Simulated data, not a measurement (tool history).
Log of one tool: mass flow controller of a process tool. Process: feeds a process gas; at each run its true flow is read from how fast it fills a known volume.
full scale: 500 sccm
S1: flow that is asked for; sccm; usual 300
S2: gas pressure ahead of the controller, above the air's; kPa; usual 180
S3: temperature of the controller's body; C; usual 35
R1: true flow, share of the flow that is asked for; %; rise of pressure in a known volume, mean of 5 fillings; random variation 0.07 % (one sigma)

run,hour,S1,S2,S3,R1
1,0,300,180,35,100.4
2,365.5,300,180,35,100.53
3,861,300,180,35,100.59
4,1319,300,180,35,100.77
5,1597.8,300,180,35,100.94
6,2009.7,420,180,35,101.69
7,2227.7,300,180,35,101.08
8,2480.4,300,180,35,101.24
9,2788.1,300,180,35,101.33
10,3138.1,300,180,35,101.42
11,3625.9,300,180,37,101.79
12,4131.1,300,180,35,101.7
13,4396.6,300,180,35,101.75
14,4800.8,300,180,35,102.04
# hour 5022.9: controller's zero set anew
15,5276.9,300,188,35,101.08
16,5588.6,124,186,38,100.43
17,6015.4,490,236,24,101.7
18,6398.9,432,170,35,102.28
19,6912.1,224,149,35,101.17
20,7409.7,224,149,35,101.43
21,7769.9,153,180,24,100.63
22,8223,153,180,24,100.81
23,8574.2,300,176,21,101.28
24,8865.2,300,147,21,101.38
25,9280.3,84,277,23,101.62
26,9784.7,108,277,26,101.79
27,10088.2,108,277,26,102.02
28,10489.1,62,180,35,104.3

Forecast each of these 5 alternatives for the next run:
A,10759,267,266,29,?
B,10759,300,234,36,?
C,10759,159,180,35,?
D,10759,62,174,27,?
E,10759,164,180,35,?

run,R1
A,102.49
B,102.86
C,102.63
D,103.98
E,102.63
Without the tool's hidden state the same runs would have given:
run,R1
A,98.81
B,99.28
C,98.34
D,97.31
E,98.39
